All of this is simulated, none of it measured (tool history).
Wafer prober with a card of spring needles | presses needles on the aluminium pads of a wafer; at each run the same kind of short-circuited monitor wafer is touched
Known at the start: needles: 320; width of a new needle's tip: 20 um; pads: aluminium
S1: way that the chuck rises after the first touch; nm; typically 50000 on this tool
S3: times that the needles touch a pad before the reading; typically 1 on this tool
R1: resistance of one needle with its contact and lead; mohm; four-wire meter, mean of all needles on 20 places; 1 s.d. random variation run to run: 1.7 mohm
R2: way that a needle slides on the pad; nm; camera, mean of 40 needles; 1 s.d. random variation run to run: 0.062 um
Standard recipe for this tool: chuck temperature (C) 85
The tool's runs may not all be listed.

{"run": 1, "hour": 0.0, "S1": 50000, "chuck temperature (C)": 85, "S3": 1, "R1": 248, "R2": 11630}
{"hour": 5.2, "done": "tips cleaned on abrasive film"}
{"hour": 13.9, "done": "tips cleaned on abrasive film"}
{"hour": 20.8, "done": "tips cleaned on abrasive film"}
{"hour": 29.5, "done": "tips cleaned on abrasive film"}
{"run": 2, "hour": 35.7, "S1": 48000, "chuck temperature (C)": 85, "S3": 1, "R1": 247, "R2": 11260}
{"hour": 37.5, "done": "tips cleaned on abrasive film"}
{"hour": 46.1, "done": "tips cleaned on abrasive film"}
{"hour": 54.8, "done": "tips cleaned on abrasive film"}
{"run": 3, "hour": 61.5, "S1": 48000, "chuck temperature (C)": 85, "S3": 1, "R1": 248, "R2": 11180}
{"hour": 63.3, "done": "tips cleaned on abrasive film"}
{"hour": 71.9, "done": "tips cleaned on abrasive film"}
{"hour": 80.6, "done": "tips cleaned on abrasive film"}
{"hour": 89.3, "done": "tips cleaned on abrasive film"}
{"hour": 97.9, "done": "tips cleaned on abrasive film"}
{"run": 4, "hour": 101.4, "S1": 50000, "chuck temperature (C)": 40, "S3": 1, "R1": 233, "R2": 11640}
{"hour": 106.4, "done": "tips cleaned on abrasive film"}
{"hour": 111.8, "done": "height of the first contact set anew"}
{"hour": 115.3, "done": "tips cleaned on abrasive film"}
{"hour": 122.3, "done": "tips cleaned on abrasive film"}
{"hour": 129.2, "done": "tips cleaned on abrasive film"}
{"hour": 137.9, "done": "tips cleaned on abrasive film"}
{"run": 5, "hour": 143.7, "S1": 50000, "chuck temperature (C)": 40, "S3": 1, "R1": 231, "R2": 11760}
{"hour": 145.5, "done": "tips cleaned on abrasive film"}
{"hour": 154.2, "done": "tips cleaned on abrasive film"}
{"hour": 162.8, "done": "tips cleaned on abrasive film"}
{"hour": 169.8, "done": "tips cleaned on abrasive film"}
{"hour": 178.4, "done": "tips cleaned on abrasive film"}
{"run": 6, "hour": 181.8, "S1": 50000, "chuck temperature (C)": 40, "S3": 2, "R1": 234, "R2": 11590}
{"hour": 187.1, "done": "tips cleaned on abrasive film"}
{"hour": 195.7, "done": "tips cleaned on abrasive film"}
{"hour": 204.4, "done": "tips cleaned on abrasive film"}
{"hour": 213.0, "done": "tips cleaned on abrasive film"}
{"run": 7, "hour": 217.7, "S1": 50000, "chuck temperature (C)": 85, "S3": 1, "R1": 243, "R2": 11680}
{"hour": 221.2, "done": "tips cleaned on abrasive film"}
{"hour": 229.9, "done": "tips cleaned on abrasive film"}
{"hour": 238.6, "done": "tips cleaned on abrasive film"}
{"hour": 245.5, "done": "tips cleaned on abrasive film"}
{"run": 8, "hour": 248.7, "S1": 50000, "chuck temperature (C)": 60, "S3": 1, "R1": 237, "R2": 11750}
{"hour": 253.9, "done": "tips cleaned on abrasive film"}
{"hour": 262.6, "done": "tips cleaned on abrasive film"}
{"hour": 269.5, "done": "tips cleaned on abrasive film"}
{"run": 9, "hour": 275.9, "S1": 50000, "chuck temperature (C)": 85, "S3": 1, "R1": 245, "R2": 11620}
{"hour": 277.7, "done": "tips cleaned on abrasive film"}
{"hour": 286.4, "done": "tips cleaned on abrasive film"}
{"hour": 295.1, "done": "tips cleaned on abrasive film"}
{"hour": 302.0, "done": "tips cleaned on abrasive film"}
{"run": 10, "hour": 305.0, "S1": 50000, "chuck temperature (C)": 85, "S3": 1, "R1": 247, "R2": 11780}
{"hour": 310.2, "done": "tips cleaned on abrasive film"}
{"hour": 318.9, "done": "tips cleaned on abrasive film"}
{"hour": 326.8, "done": "tips cleaned on abrasive film"}
{"run": 11, "hour": 326.8, "S1": 50000, "chuck temperature (C)": 85, "S3": 1, "R1": 244, "R2": 11820}
{"hour": 333.8, "done": "tips cleaned on abrasive film"}
{"hour": 340.7, "done": "tips cleaned on abrasive film"}
{"hour": 349.4, "done": "tips cleaned on abrasive film"}
{"run": 12, "hour": 351.5, "S1": 39000, "chuck temperature (C)": 85, "S3": 1, "R1": 251, "R2": 9080}
{"hour": 356.8, "done": "tips cleaned on abrasive film"}
{"hour": 365.4, "done": "tips cleaned on abrasive film"}
{"run": 13, "hour": 371.3, "S1": 50000, "chuck temperature (C)": 85, "S3": 1, "R1": 246, "R2": 11840}
{"hour": 373.1, "done": "tips cleaned on abrasive film"}
{"hour": 381.7, "done": "tips cleaned on abrasive film"}
{"hour": 390.4, "done": "tips cleaned on abrasive film"}
{"hour": 399.1, "done": "tips cleaned on abrasive film"}
{"run": 14, "hour": 400.8, "S1": 50000, "chuck temperature (C)": 85, "S3": 1, "R1": 244, "R2": 11700}
{"hour": 406.1, "done": "tips cleaned on abrasive film"}
{"hour": 414.7, "done": "tips cleaned on abrasive film"}
{"hour": 423.4, "done": "tips cleaned on abrasive film"}
{"hour": 431.7, "done": "tips cleaned on abrasive film"}
{"run": 15, "hour": 431.7, "S1": 50000, "chuck temperature (C)": 31, "S3": 1, "R1": 232, "R2": 11790}
{"hour": 438.7, "done": "tips cleaned on abrasive film"}
{"hour": 447.3, "done": "tips cleaned on abrasive film"}
{"hour": 456.0, "done": "tips cleaned on abrasive film"}
{"run": 16, "hour": 461.7, "S1": 50000, "chuck temperature (C)": 64, "S3": 1, "R1": 238, "R2": 11710}
{"hour": 463.5, "done": "tips cleaned on abrasive film"}
{"hour": 472.1, "done": "tips cleaned on abrasive film"}
{"hour": 479.4, "done": "tips cleaned on abrasive film"}
{"run": 17, "hour": 479.4, "S1": 53000, "chuck temperature (C)": 81, "S3": 2, "R1": 242, "R2": 12370}
{"hour": 488.1, "done": "tips cleaned on abrasive film"}
{"hour": 496.8, "done": "tips cleaned on abrasive film"}
{"hour": 505.4, "done": "tips cleaned on abrasive film"}
{"run": 18, "hour": 508.9, "S1": 40000, "chuck temperature (C)": 125, "S3": 1, "R1": 256, "R2": 9450}
{"hour": 512.4, "done": "tips cleaned on abrasive film"}
{"hour": 521.1, "done": "tips cleaned on abrasive film"}
{"run": 19, "hour": 527.8, "S1": 63000, "chuck temperature (C)": 54, "S3": 2, "R1": 236, "R2": 14820}
{"hour": 529.6, "done": "tips cleaned on abrasive film"}
{"hour": 536.5, "done": "tips cleaned on abrasive film"}
{"hour": 545.2, "done": "tips cleaned on abrasive film"}
{"hour": 553.8, "done": "tips cleaned on abrasive film"}
{"hour": 560.8, "done": "tips cleaned on abrasive film"}
{"run": 20, "hour": 563.7, "S1": 36000, "chuck temperature (C)": 85, "S3": 2, "R1": 248, "R2": 8450}
{"hour": 569.0, "done": "tips cleaned on abrasive film"}
{"hour": 577.6, "done": "tips cleaned on abrasive film"}
{"hour": 586.3, "done": "tips cleaned on abrasive film"}
{"hour": 593.2, "done": "tips cleaned on abrasive film"}
{"run": 21, "hour": 600.0, "S1": 53000, "chuck temperature (C)": 60, "S3": 3, "R1": 239, "R2": 12380}
{"hour": 601.8, "done": "tips cleaned on abrasive film"}
{"hour": 608.8, "done": "tips cleaned on abrasive film"}
{"hour": 609.1, "done": "height of the first contact set anew"}
{"hour": 617.7, "done": "tips cleaned on abrasive film"}
{"hour": 626.4, "done": "tips cleaned on abrasive film"}
{"hour": 635.1, "done": "tips cleaned on abrasive film"}
{"hour": 642.5, "done": "tips cleaned on abrasive film"}
{"run": 22, "hour": 642.5, "S1": 53000, "chuck temperature (C)": 91, "S3": 1, "R1": 244, "R2": 12480}
{"hour": 651.2, "done": "tips cleaned on abrasive film"}
{"hour": 659.9, "done": "tips cleaned on abrasive film"}
{"hour": 667.8, "done": "tips cleaned on abrasive film"}
{"run": 23, "hour": 667.8, "S1": 50000, "chuck temperature (C)": 42, "S3": 1, "R1": 233, "R2": 11760}
{"hour": 676.5, "done": "tips cleaned on abrasive film"}
{"hour": 685.1, "done": "tips cleaned on abrasive film"}
{"hour": 693.8, "done": "tips cleaned on abrasive film"}
{"hour": 700.7, "done": "tips cleaned on abrasive film"}
{"run": 24, "hour": 707.0, "S1": 50000, "chuck temperature (C)": 85, "S3": 2, "R1": 247, "R2": 11820}
{"hour": 708.8, "done": "tips cleaned on abrasive film"}
{"hour": 717.5, "done": "tips cleaned on abrasive film"}
{"hour": 725.9, "done": "tips cleaned on abrasive film"}
{"run": 25, "hour": 725.9, "S1": 42000, "chuck temperature (C)": 75, "S3": 2, "R1": 243, "R2": 9880}
{"hour": 734.6, "done": "tips cleaned on abrasive film"}
{"hour": 743.3, "done": "tips cleaned on abrasive film"}
{"hour": 751.9, "done": "tips cleaned on abrasive film"}
{"hour": 760.6, "done": "tips cleaned on abrasive film"}
{"run": 26, "hour": 762.2, "S1": 42000, "chuck temperature (C)": 27, "S3": 3, "R1": 232, "R2": 9820}
{"hour": 769.1, "done": "tips cleaned on abrasive film"}
{"hour": 776.1, "done": "tips cleaned on abrasive film"}
{"hour": 784.7, "done": "tips cleaned on abrasive film"}
{"hour": 791.7, "done": "tips cleaned on abrasive film"}
{"hour": 800.3, "done": "tips cleaned on abrasive film"}
{"run": 27, "hour": 802.4, "S1": 42000, "chuck temperature (C)": 27, "S3": 3, "R1": 229, "R2": 9830}

Here are 3 independent what-if runs from the current tool condition. What would each one return?
{"hour": 807.6, "done": "tips cleaned on abrasive film"}
{"hour": 814.6, "done": "tips cleaned on abrasive film"}
{"hour": 823.2, "done": "tips cleaned on abrasive film"}
{"run": "A", "hour": 828.2, "S1": 70000, "chuck temperature (C)": 31, "S3": 2, "R1": "?", "R2": "?"}
{"hour": 807.6, "done": "tips cleaned on abrasive film"}
{"hour": 814.6, "done": "tips cleaned on abrasive film"}
{"hour": 823.2, "done": "tips cleaned on abrasive film"}
{"run": "B", "hour": 828.2, "S1": 47000, "chuck temperature (C)": 39, "S3": 1, "R1": "?", "R2": "?"}
{"hour": 807.6, "done": "tips cleaned on abrasive film"}
{"hour": 814.6, "done": "tips cleaned on abrasive film"}
{"hour": 823.2, "done": "tips cleaned on abrasive film"}
{"run": "C", "hour": 828.2, "S1": 34000, "chuck temperature (C)": 80, "S3": 1, "R1": "?", "R2": "?"}

run=A R1=227 R2=16380
run=B R1=233 R2=11010
run=C R1=249 R2=7990
With the hidden condition removed and each run's random variation left untouched, the same runs would have given:
run=A R1=227 R2=16390
run=B R1=233 R2=11020
run=C R1=249 R2=8000
